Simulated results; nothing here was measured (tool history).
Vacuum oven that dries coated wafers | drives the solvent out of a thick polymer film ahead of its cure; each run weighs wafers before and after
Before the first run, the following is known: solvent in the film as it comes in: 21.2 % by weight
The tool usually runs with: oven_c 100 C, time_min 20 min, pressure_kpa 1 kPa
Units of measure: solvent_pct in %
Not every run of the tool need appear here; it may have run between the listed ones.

run 1 hour=0 | oven_c=100 time_min=20 pressure_kpa=1 | solvent_pct=2.68
run 2 hour=11.8 | oven_c=100 time_min=20 pressure_kpa=1 | solvent_pct=2.59
run 3 hour=21 | oven_c=100 time_min=20 pressure_kpa=1 | solvent_pct=2.64
-- hour=30.7 oven's thermocouples calibrated
run 4 hour=31.2 | oven_c=100 time_min=20 pressure_kpa=1 | solvent_pct=2.53
run 5 hour=40.9 | oven_c=100 time_min=20 pressure_kpa=1 | solvent_pct=2.61
run 6 hour=50.8 | oven_c=100 time_min=20 pressure_kpa=1.45 | solvent_pct=3.4
run 7 hour=59.7 | oven_c=100 time_min=20 pressure_kpa=1.45 | solvent_pct=3.27
run 8 hour=67.7 | oven_c=100 time_min=20 pressure_kpa=1.45 | solvent_pct=3.27
run 9 hour=77.8 | oven_c=100 time_min=20 pressure_kpa=1.45 | solvent_pct=3.52
run 10 hour=87.3 | oven_c=100 time_min=20 pressure_kpa=1 | solvent_pct=2.46
run 11 hour=94.8 | oven_c=100 time_min=20 pressure_kpa=1 | solvent_pct=2.56
run 12 hour=101.6 | oven_c=100 time_min=20 pressure_kpa=1.81 | solvent_pct=3.97
run 13 hour=115.4 | oven_c=100 time_min=20 pressure_kpa=1.81 | solvent_pct=3.95
run 14 hour=129.7 | oven_c=100 time_min=20 pressure_kpa=1 | solvent_pct=2.52
run 15 hour=138.5 | oven_c=100 time_min=20 pressure_kpa=1 | solvent_pct=2.61
run 16 hour=149.1 | oven_c=100 time_min=20 pressure_kpa=1 | solvent_pct=2.61
run 17 hour=159.6 | oven_c=100 time_min=20 pressure_kpa=1 | solvent_pct=2.68
run 18 hour=174.8 | oven_c=100 time_min=20 pressure_kpa=1 | solvent_pct=2.63
run 19 hour=190.5 | oven_c=100 time_min=20 pressure_kpa=1 | solvent_pct=2.58
run 20 hour=203.4 | oven_c=100 time_min=20 pressure_kpa=1 | solvent_pct=2.64
run 21 hour=211.3 | oven_c=100 time_min=20 pressure_kpa=3.91 | solvent_pct=7.95
run 22 hour=217.9 | oven_c=100 time_min=20 pressure_kpa=3.91 | solvent_pct=8.02
run 23 hour=227.2 | oven_c=100 time_min=20 pressure_kpa=3.91 | solvent_pct=8.12
run 24 hour=237.7 | oven_c=100 time_min=20 pressure_kpa=3.91 | solvent_pct=7.94
run 25 hour=248.1 | oven_c=104 time_min=29 pressure_kpa=2.21 | solvent_pct=3.93
run 26 hour=255.7 | oven_c=105 time_min=31 pressure_kpa=1 | solvent_pct=1.77
run 27 hour=262.6 | oven_c=105 time_min=17 pressure_kpa=3.05 | solvent_pct=5.53
run 28 hour=278.5 | oven_c=89 time_min=16 pressure_kpa=3.05 | solvent_pct=10.76
run 29 hour=289.8 | oven_c=100 time_min=14 pressure_kpa=1.2 | solvent_pct=3.86
run 30 hour=302.8 | oven_c=100 time_min=14 pressure_kpa=1.2 | solvent_pct=3.91
run 31 hour=311.9 | oven_c=100 time_min=18 pressure_kpa=1 | solvent_pct=2.81
run 32 hour=325.1 | oven_c=100 time_min=18 pressure_kpa=1 | solvent_pct=2.85
run 33 hour=333.9 | oven_c=100 time_min=20 pressure_kpa=3.99 | solvent_pct=8.08
run 34 hour=341.1 | oven_c=85 time_min=28 pressure_kpa=1.17 | solvent_pct=5.56
run 35 hour=351.6 | oven_c=97 time_min=34 pressure_kpa=2.05 | solvent_pct=4.62
run 36 hour=363.7 | oven_c=97 time_min=34 pressure_kpa=2.05 | solvent_pct=4.71
run 37 hour=371.1 | oven_c=97 time_min=34 pressure_kpa=2.05 | solvent_pct=4.77
run 38 hour=384 | oven_c=106 time_min=20 pressure_kpa=0.63 | solvent_pct=1.4
run 39 hour=397.3 | oven_c=106 time_min=20 pressure_kpa=0.63 | solvent_pct=1.33
run 40 hour=408.5 | oven_c=106 time_min=20 pressure_kpa=0.63 | solvent_pct=1.41
run 41 hour=422 | oven_c=87 time_min=27 pressure_kpa=1 | solvent_pct=4.61
run 42 hour=435 | oven_c=105 time_min=30 pressure_kpa=1.54 | solvent_pct=2.76
run 43 hour=446.8 | oven_c=105 time_min=30 pressure_kpa=1.54 | solvent_pct=2.7

Forecast run 44:
run 44 hour=454.6 | oven_c=97 time_min=18 pressure_kpa=3.31 | solvent_pct=?

{"run 44": {"solvent_pct": 8.14}}
With no hidden state in the tool, this same run would have given solvent_pct 7.68 %.
